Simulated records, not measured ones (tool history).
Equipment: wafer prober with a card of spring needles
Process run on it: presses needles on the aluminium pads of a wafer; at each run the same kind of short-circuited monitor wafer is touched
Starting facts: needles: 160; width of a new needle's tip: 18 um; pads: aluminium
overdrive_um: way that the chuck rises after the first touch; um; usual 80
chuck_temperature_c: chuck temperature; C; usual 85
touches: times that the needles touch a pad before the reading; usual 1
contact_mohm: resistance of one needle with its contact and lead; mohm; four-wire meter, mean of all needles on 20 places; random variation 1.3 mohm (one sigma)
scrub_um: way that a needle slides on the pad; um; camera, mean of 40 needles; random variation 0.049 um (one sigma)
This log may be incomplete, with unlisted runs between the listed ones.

{"run": 1, "hour": 0.0, "overdrive_um": 80, "chuck_temperature_c": 85, "touches": 1, "contact_mohm": 111, "scrub_um": 12.51}
{"hour": 4.9, "done": "tips cleaned on abrasive film"}
{"run": 2, "hour": 8.8, "overdrive_um": 80, "chuck_temperature_c": 85, "touches": 1, "contact_mohm": 111, "scrub_um": 12.6}
{"hour": 15.2, "done": "tips cleaned on abrasive film"}
{"run": 3, "hour": 16.0, "overdrive_um": 66, "chuck_temperature_c": 85, "touches": 1, "contact_mohm": 114, "scrub_um": 10.37}
{"run": 4, "hour": 24.2, "overdrive_um": 80, "chuck_temperature_c": 85, "touches": 1, "contact_mohm": 110, "scrub_um": 12.51}
{"hour": 25.7, "done": "tips cleaned on abrasive film"}
{"run": 5, "hour": 29.8, "overdrive_um": 80, "chuck_temperature_c": 85, "touches": 1, "contact_mohm": 113, "scrub_um": 12.45}
{"run": 6, "hour": 35.7, "overdrive_um": 80, "chuck_temperature_c": 85, "touches": 1, "contact_mohm": 111, "scrub_um": 12.47}
{"hour": 36.4, "done": "tips cleaned on abrasive film"}
{"run": 7, "hour": 42.3, "overdrive_um": 80, "chuck_temperature_c": 85, "touches": 1, "contact_mohm": 112, "scrub_um": 12.52}
{"hour": 47.0, "done": "tips cleaned on abrasive film"}
{"run": 8, "hour": 52.1, "overdrive_um": 80, "chuck_temperature_c": 85, "touches": 2, "contact_mohm": 113, "scrub_um": 12.48}
{"hour": 57.7, "done": "tips cleaned on abrasive film"}
{"run": 9, "hour": 62.2, "overdrive_um": 80, "chuck_temperature_c": 84, "touches": 1, "contact_mohm": 110, "scrub_um": 12.53}
{"run": 10, "hour": 66.6, "overdrive_um": 80, "chuck_temperature_c": 84, "touches": 1, "contact_mohm": 112, "scrub_um": 12.53}
{"hour": 68.3, "done": "tips cleaned on abrasive film"}
{"run": 11, "hour": 72.6, "overdrive_um": 80, "chuck_temperature_c": 85, "touches": 2, "contact_mohm": 110, "scrub_um": 12.57}
{"hour": 79.2, "done": "tips cleaned on abrasive film"}
{"run": 12, "hour": 79.7, "overdrive_um": 80, "chuck_temperature_c": 85, "touches": 1, "contact_mohm": 111, "scrub_um": 12.61}
{"run": 13, "hour": 86.3, "overdrive_um": 80, "chuck_temperature_c": 85, "touches": 1, "contact_mohm": 111, "scrub_um": 12.51}
{"hour": 89.8, "done": "tips cleaned on abrasive film"}
{"run": 14, "hour": 94.4, "overdrive_um": 80, "chuck_temperature_c": 85, "touches": 1, "contact_mohm": 111, "scrub_um": 12.65}
{"hour": 100.4, "done": "tips cleaned on abrasive film"}
{"run": 15, "hour": 101.4, "overdrive_um": 80, "chuck_temperature_c": 85, "touches": 1, "contact_mohm": 112, "scrub_um": 12.52}
{"run": 16, "hour": 107.9, "overdrive_um": 80, "chuck_temperature_c": 85, "touches": 1, "contact_mohm": 109, "scrub_um": 12.53}
{"hour": 110.9, "done": "tips cleaned on abrasive film"}
{"run": 17, "hour": 116.9, "overdrive_um": 80, "chuck_temperature_c": 85, "touches": 1, "contact_mohm": 112, "scrub_um": 12.41}
{"hour": 121.2, "done": "tips cleaned on abrasive film"}
{"run": 18, "hour": 122.9, "overdrive_um": 63, "chuck_temperature_c": 27, "touches": 1, "contact_mohm": 106, "scrub_um": 9.88}
{"run": 19, "hour": 128.8, "overdrive_um": 97, "chuck_temperature_c": 28, "touches": 3, "contact_mohm": 104, "scrub_um": 15.2}
{"hour": 131.7, "done": "tips cleaned on abrasive film"}
{"run": 20, "hour": 134.9, "overdrive_um": 97, "chuck_temperature_c": 28, "touches": 3, "contact_mohm": 104, "scrub_um": 15.18}

What will run 21 give?
{"run": 21, "hour": 140.1, "overdrive_um": 97, "chuck_temperature_c": 57, "touches": 2, "contact_mohm": "?", "scrub_um": "?"}

Run 21 produced contact_mohm 105 mohm, scrub_um 15.18 um.
With the hidden condition absent and the run-to-run variation left alone, this run would have shown contact_mohm 105 mohm, scrub_um 15.19 um.
